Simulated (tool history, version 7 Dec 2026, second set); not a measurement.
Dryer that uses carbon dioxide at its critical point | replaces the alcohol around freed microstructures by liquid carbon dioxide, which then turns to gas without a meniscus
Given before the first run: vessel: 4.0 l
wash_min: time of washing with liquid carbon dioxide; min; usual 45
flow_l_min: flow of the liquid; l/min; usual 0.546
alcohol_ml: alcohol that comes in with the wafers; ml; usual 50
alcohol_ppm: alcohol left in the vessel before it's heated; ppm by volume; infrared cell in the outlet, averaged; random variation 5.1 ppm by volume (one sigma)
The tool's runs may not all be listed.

{"run": 1, "hour": 0.0, "wash_min": 45, "flow_l_min": 0.546, "alcohol_ml": 50, "alcohol_ppm": 87}
{"run": 2, "hour": 6.4, "wash_min": 45, "flow_l_min": 0.546, "alcohol_ml": 50, "alcohol_ppm": 82}
{"run": 3, "hour": 16.5, "wash_min": 45, "flow_l_min": 0.546, "alcohol_ml": 50, "alcohol_ppm": 97}
{"run": 4, "hour": 26.5, "wash_min": 45, "flow_l_min": 0.546, "alcohol_ml": 50, "alcohol_ppm": 91}
{"run": 5, "hour": 31.4, "wash_min": 45, "flow_l_min": 0.546, "alcohol_ml": 50, "alcohol_ppm": 95}
{"run": 6, "hour": 40.5, "wash_min": 45, "flow_l_min": 0.546, "alcohol_ml": 50, "alcohol_ppm": 94}
{"run": 7, "hour": 50.2, "wash_min": 45, "flow_l_min": 0.546, "alcohol_ml": 50, "alcohol_ppm": 92}
{"run": 8, "hour": 55.5, "wash_min": 45, "flow_l_min": 0.738, "alcohol_ml": 50, "alcohol_ppm": 52}
{"run": 9, "hour": 60.9, "wash_min": 45, "flow_l_min": 0.738, "alcohol_ml": 50, "alcohol_ppm": 50}
{"run": 10, "hour": 67.5, "wash_min": 45, "flow_l_min": 0.738, "alcohol_ml": 50, "alcohol_ppm": 46}
{"run": 11, "hour": 77.2, "wash_min": 45, "flow_l_min": 0.738, "alcohol_ml": 50, "alcohol_ppm": 57}
{"run": 12, "hour": 81.8, "wash_min": 45, "flow_l_min": 0.546, "alcohol_ml": 50, "alcohol_ppm": 95}
{"run": 13, "hour": 87.8, "wash_min": 45, "flow_l_min": 0.546, "alcohol_ml": 50, "alcohol_ppm": 105}
{"run": 14, "hour": 96.1, "wash_min": 45, "flow_l_min": 0.546, "alcohol_ml": 50, "alcohol_ppm": 113}
{"run": 15, "hour": 102.8, "wash_min": 45, "flow_l_min": 0.546, "alcohol_ml": 103, "alcohol_ppm": 158}
{"run": 16, "hour": 112.2, "wash_min": 45, "flow_l_min": 0.546, "alcohol_ml": 103, "alcohol_ppm": 161}
{"run": 17, "hour": 119.3, "wash_min": 45, "flow_l_min": 0.546, "alcohol_ml": 103, "alcohol_ppm": 164}
{"run": 18, "hour": 124.9, "wash_min": 45, "flow_l_min": 0.546, "alcohol_ml": 103, "alcohol_ppm": 164}
{"run": 19, "hour": 133.2, "wash_min": 45, "flow_l_min": 0.454, "alcohol_ml": 50, "alcohol_ppm": 179}
{"run": 20, "hour": 139.9, "wash_min": 45, "flow_l_min": 0.454, "alcohol_ml": 50, "alcohol_ppm": 179}
{"run": 21, "hour": 147.9, "wash_min": 45, "flow_l_min": 0.454, "alcohol_ml": 50, "alcohol_ppm": 185}
{"run": 22, "hour": 156.1, "wash_min": 45, "flow_l_min": 0.454, "alcohol_ml": 50, "alcohol_ppm": 190}
{"run": 23, "hour": 160.7, "wash_min": 45, "flow_l_min": 0.454, "alcohol_ml": 50, "alcohol_ppm": 196}
{"run": 24, "hour": 168.5, "wash_min": 65, "flow_l_min": 0.564, "alcohol_ml": 26, "alcohol_ppm": 55}
{"run": 25, "hour": 175.9, "wash_min": 67, "flow_l_min": 0.376, "alcohol_ml": 28, "alcohol_ppm": 83}
{"run": 26, "hour": 186.1, "wash_min": 67, "flow_l_min": 0.376, "alcohol_ml": 28, "alcohol_ppm": 72}
{"run": 27, "hour": 192.0, "wash_min": 39, "flow_l_min": 0.337, "alcohol_ml": 52, "alcohol_ppm": 757}
{"run": 28, "hour": 199.8, "wash_min": 39, "flow_l_min": 0.337, "alcohol_ml": 100, "alcohol_ppm": 1391}
{"run": 29, "hour": 206.3, "wash_min": 39, "flow_l_min": 0.337, "alcohol_ml": 100, "alcohol_ppm": 1412}
{"run": 30, "hour": 211.9, "wash_min": 56, "flow_l_min": 0.546, "alcohol_ml": 50, "alcohol_ppm": 71}
{"run": 31, "hour": 217.4, "wash_min": 56, "flow_l_min": 0.546, "alcohol_ml": 50, "alcohol_ppm": 76}
{"run": 32, "hour": 226.3, "wash_min": 47, "flow_l_min": 0.546, "alcohol_ml": 41, "alcohol_ppm": 90}
{"run": 33, "hour": 231.9, "wash_min": 47, "flow_l_min": 0.546, "alcohol_ml": 41, "alcohol_ppm": 102}
{"run": 34, "hour": 236.4, "wash_min": 71, "flow_l_min": 0.493, "alcohol_ml": 81, "alcohol_ppm": 68}
{"run": 35, "hour": 244.6, "wash_min": 71, "flow_l_min": 0.493, "alcohol_ml": 81, "alcohol_ppm": 68}
{"run": 36, "hour": 249.2, "wash_min": 63, "flow_l_min": 0.546, "alcohol_ml": 45, "alcohol_ppm": 69}
{"run": 37, "hour": 255.2, "wash_min": 28, "flow_l_min": 0.399, "alcohol_ml": 45, "alcohol_ppm": 987}
{"run": 38, "hour": 259.5, "wash_min": 28, "flow_l_min": 0.399, "alcohol_ml": 45, "alcohol_ppm": 1019}
{"run": 39, "hour": 266.4, "wash_min": 28, "flow_l_min": 0.399, "alcohol_ml": 45, "alcohol_ppm": 1023}
{"run": 40, "hour": 275.7, "wash_min": 35, "flow_l_min": 0.808, "alcohol_ml": 95, "alcohol_ppm": 131}
{"run": 41, "hour": 280.2, "wash_min": 49, "flow_l_min": 0.419, "alcohol_ml": 56, "alcohol_ppm": 212}
{"run": 42, "hour": 285.0, "wash_min": 27, "flow_l_min": 0.697, "alcohol_ml": 23, "alcohol_ppm": 171}
{"run": 43, "hour": 293.4, "wash_min": 42, "flow_l_min": 0.718, "alcohol_ml": 51, "alcohol_ppm": 86}
{"run": 44, "hour": 298.8, "wash_min": 30, "flow_l_min": 0.367, "alcohol_ml": 61, "alcohol_ppm": 1413}
{"run": 45, "hour": 305.7, "wash_min": 29, "flow_l_min": 0.695, "alcohol_ml": 59, "alcohol_ppm": 257}
{"run": 46, "hour": 310.6, "wash_min": 45, "flow_l_min": 0.742, "alcohol_ml": 44, "alcohol_ppm": 78}

For each run, the measured value with the value that run would have given without the tool's hidden condition subtracted. The run-to-run variation is shared by both, the gauge scatter possibly not:
Hidden state present: flow that reaches the vessel past the clogged filter, %; alcohol in the recycled carbon dioxide, ppm; drift of the gauge itself on alcohol_ppm, %.
run=1 alcohol_ppm=+32
run=2 alcohol_ppm=+32
run=3 alcohol_ppm=+34
run=4 alcohol_ppm=+36
run=5 alcohol_ppm=+36
run=6 alcohol_ppm=+37
run=7 alcohol_ppm=+39
run=8 alcohol_ppm=+36
run=9 alcohol_ppm=+35
run=10 alcohol_ppm=+36
run=11 alcohol_ppm=+36
run=12 alcohol_ppm=+42
run=13 alcohol_ppm=+43
run=14 alcohol_ppm=+45
run=15 alcohol_ppm=+53
run=16 alcohol_ppm=+54
run=17 alcohol_ppm=+56
run=18 alcohol_ppm=+56
run=19 alcohol_ppm=+57
run=20 alcohol_ppm=+58
run=21 alcohol_ppm=+59
run=22 alcohol_ppm=+62
run=23 alcohol_ppm=+63
run=24 alcohol_ppm=+47
run=25 alcohol_ppm=+53
run=26 alcohol_ppm=+53
run=27 alcohol_ppm=+106
run=28 alcohol_ppm=+158
run=29 alcohol_ppm=+163
run=30 alcohol_ppm=+56
run=31 alcohol_ppm=+56
run=32 alcohol_ppm=+59
run=33 alcohol_ppm=+60
run=34 alcohol_ppm=+57
run=35 alcohol_ppm=+58
run=36 alcohol_ppm=+59
run=37 alcohol_ppm=+127
run=38 alcohol_ppm=+129
run=39 alcohol_ppm=+132
run=40 alcohol_ppm=+73
run=41 alcohol_ppm=+82
run=42 alcohol_ppm=+75
run=43 alcohol_ppm=+67
run=44 alcohol_ppm=+169
run=45 alcohol_ppm=+91
run=46 alcohol_ppm=+68

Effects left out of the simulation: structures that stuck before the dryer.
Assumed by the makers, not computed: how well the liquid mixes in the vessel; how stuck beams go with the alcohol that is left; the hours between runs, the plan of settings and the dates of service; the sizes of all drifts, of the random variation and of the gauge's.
